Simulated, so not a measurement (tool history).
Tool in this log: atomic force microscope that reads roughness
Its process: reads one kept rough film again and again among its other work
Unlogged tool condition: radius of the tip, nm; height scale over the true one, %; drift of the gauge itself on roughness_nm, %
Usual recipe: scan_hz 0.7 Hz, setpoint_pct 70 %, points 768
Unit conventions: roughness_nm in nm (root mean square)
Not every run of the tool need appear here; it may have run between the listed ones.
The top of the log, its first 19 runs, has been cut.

run	day	scan_hz	setpoint_pct	points	pictures with this tip	hours of work since the height scale was calibrated	roughness_nm
20	26.554	0.7	58	847	77	832	1.72
21	27.933	1.335	59	768	124	848	1.544
22	29.308	1.335	59	768	171	862	1.417
23	30.704	0.906	76	813	219	878	1.294
24	31.8	0.906	76	813	257	890	1.223
# day 33.546: new tip fitted
25	33.917	0.843	61	493	13	913	1.867
26	35.371	0.689	57	493	62	928	1.727
27	37.142	0.689	72	933	123	948	1.519
28	38.617	2.241	72	571	174	964	1.277
29	40.333	1.299	62	403	232	983	1.267
30	41.512	3.372	62	321	273	995	1.125
31	42.458	0.7	66	257	305	1006	1.165
# day 42.758: new tip fitted
32	43.862	0.7	78	305	38	1021	1.696
33	45.358	0.601	60	768	89	1037	1.655
34	47.033	3.792	87	590	146	1055	0.998
35	48	1.139	88	768	179	1066	1.253
36	49.179	1.139	58	926	220	1079	1.345
37	50.538	3.261	58	866	266	1094	1.201

Estimate the outcome of run 38 from the log above:
38	51.688	0.772	58	649	306	1106	?

{"run 38": {"roughness_nm": 1.205}}
The same run, on a tool lacking any hidden state, would have yielded roughness_nm 1.96 nm (root mean square).
